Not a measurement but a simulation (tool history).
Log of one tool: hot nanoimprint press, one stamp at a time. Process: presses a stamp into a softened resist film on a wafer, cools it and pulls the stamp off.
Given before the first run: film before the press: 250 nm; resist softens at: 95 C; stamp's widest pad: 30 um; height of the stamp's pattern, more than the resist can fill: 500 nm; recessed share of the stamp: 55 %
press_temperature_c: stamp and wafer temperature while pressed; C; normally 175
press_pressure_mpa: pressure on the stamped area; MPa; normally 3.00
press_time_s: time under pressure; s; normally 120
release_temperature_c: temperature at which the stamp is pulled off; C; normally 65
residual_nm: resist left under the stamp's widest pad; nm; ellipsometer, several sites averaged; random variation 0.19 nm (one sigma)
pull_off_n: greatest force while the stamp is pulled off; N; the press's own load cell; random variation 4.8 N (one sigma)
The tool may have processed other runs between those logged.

{"run": 1, "hour": 0.0, "press_temperature_c": 175, "press_pressure_mpa": 3.0, "press_time_s": 120, "release_temperature_c": 65, "residual_nm": 100.0, "pull_off_n": 244}
{"hour": 10.2, "done": "plate thermocouple calibrated"}
{"run": 2, "hour": 24.3, "press_temperature_c": 175, "press_pressure_mpa": 3.0, "press_time_s": 120, "release_temperature_c": 65, "residual_nm": 99.2, "pull_off_n": 244}
{"run": 3, "hour": 34.8, "press_temperature_c": 175, "press_pressure_mpa": 3.0, "press_time_s": 120, "release_temperature_c": 65, "residual_nm": 99.0, "pull_off_n": 238}
{"run": 4, "hour": 48.4, "press_temperature_c": 175, "press_pressure_mpa": 3.0, "press_time_s": 120, "release_temperature_c": 65, "residual_nm": 99.5, "pull_off_n": 248}
{"run": 5, "hour": 63.9, "press_temperature_c": 180, "press_pressure_mpa": 3.0, "press_time_s": 120, "release_temperature_c": 65, "residual_nm": 86.2, "pull_off_n": 254}
{"run": 6, "hour": 73.4, "press_temperature_c": 180, "press_pressure_mpa": 3.0, "press_time_s": 120, "release_temperature_c": 65, "residual_nm": 86.5, "pull_off_n": 257}
{"run": 7, "hour": 88.3, "press_temperature_c": 180, "press_pressure_mpa": 3.0, "press_time_s": 120, "release_temperature_c": 65, "residual_nm": 86.5, "pull_off_n": 252}
{"run": 8, "hour": 110.2, "press_temperature_c": 175, "press_pressure_mpa": 1.83, "press_time_s": 120, "release_temperature_c": 65, "residual_nm": 123.0, "pull_off_n": 257}
{"run": 9, "hour": 124.9, "press_temperature_c": 175, "press_pressure_mpa": 1.83, "press_time_s": 120, "release_temperature_c": 65, "residual_nm": 122.8, "pull_off_n": 256}
{"hour": 143.6, "done": "plate thermocouple calibrated, once more"}
{"run": 10, "hour": 143.6, "press_temperature_c": 175, "press_pressure_mpa": 1.83, "press_time_s": 120, "release_temperature_c": 65, "residual_nm": 127.1, "pull_off_n": 267}
{"run": 11, "hour": 162.1, "press_temperature_c": 170, "press_pressure_mpa": 2.05, "press_time_s": 170, "release_temperature_c": 65, "residual_nm": 121.6, "pull_off_n": 283}
{"run": 12, "hour": 184.0, "press_temperature_c": 170, "press_pressure_mpa": 2.05, "press_time_s": 170, "release_temperature_c": 65, "residual_nm": 121.5, "pull_off_n": 288}
{"run": 13, "hour": 204.0, "press_temperature_c": 170, "press_pressure_mpa": 3.6, "press_time_s": 115, "release_temperature_c": 59, "residual_nm": 110.8, "pull_off_n": 311}
{"run": 14, "hour": 219.3, "press_temperature_c": 175, "press_pressure_mpa": 3.0, "press_time_s": 115, "release_temperature_c": 70, "residual_nm": 103.8, "pull_off_n": 252}
{"run": 15, "hour": 229.5, "press_temperature_c": 175, "press_pressure_mpa": 2.0, "press_time_s": 61, "release_temperature_c": 71, "residual_nm": 152.8, "pull_off_n": 262}
{"run": 16, "hour": 250.5, "press_temperature_c": 167, "press_pressure_mpa": 3.0, "press_time_s": 120, "release_temperature_c": 65, "residual_nm": 127.7, "pull_off_n": 281}
{"run": 17, "hour": 259.6, "press_temperature_c": 175, "press_pressure_mpa": 3.0, "press_time_s": 93, "release_temperature_c": 65, "residual_nm": 112.9, "pull_off_n": 285}
{"hour": 271.4, "done": "stamp cleaned and given a new release coat"}
{"run": 18, "hour": 280.5, "press_temperature_c": 171, "press_pressure_mpa": 3.94, "press_time_s": 93, "release_temperature_c": 51, "residual_nm": 111.8, "pull_off_n": 293}
{"run": 19, "hour": 297.1, "press_temperature_c": 165, "press_pressure_mpa": 3.0, "press_time_s": 120, "release_temperature_c": 65, "residual_nm": 135.0, "pull_off_n": 232}

Each row is a separate what-if for the run after 19, all from the same tool condition, not one after another. Results?
{"run": "A", "hour": 306.3, "press_temperature_c": 165, "press_pressure_mpa": 3.0, "press_time_s": 120, "release_temperature_c": 70, "residual_nm": "?", "pull_off_n": "?"}
{"run": "B", "hour": 306.3, "press_temperature_c": 175, "press_pressure_mpa": 3.0, "press_time_s": 222, "release_temperature_c": 65, "residual_nm": "?", "pull_off_n": "?"}
{"run": "C", "hour": 306.3, "press_temperature_c": 173, "press_pressure_mpa": 3.0, "press_time_s": 120, "release_temperature_c": 64, "residual_nm": "?", "pull_off_n": "?"}
{"run": "D", "hour": 306.3, "press_temperature_c": 164, "press_pressure_mpa": 3.0, "press_time_s": 120, "release_temperature_c": 52, "residual_nm": "?", "pull_off_n": "?"}
{"run": "E", "hour": 306.3, "press_temperature_c": 165, "press_pressure_mpa": 3.0, "press_time_s": 88, "release_temperature_c": 65, "residual_nm": "?", "pull_off_n": "?"}

run=A residual_nm=135.2 pull_off_n=216
run=B residual_nm=79.1 pull_off_n=241
run=C residual_nm=107.7 pull_off_n=239
run=D residual_nm=138.3 pull_off_n=282
run=E residual_nm=149.3 pull_off_n=238
Take away the tool's hidden state, keep each run's random variation, and the runs would have read:
run=A residual_nm=134.7 pull_off_n=211
run=B residual_nm=78.7 pull_off_n=235
run=C residual_nm=107.2 pull_off_n=234
run=D residual_nm=137.8 pull_off_n=275
run=E residual_nm=148.8 pull_off_n=233
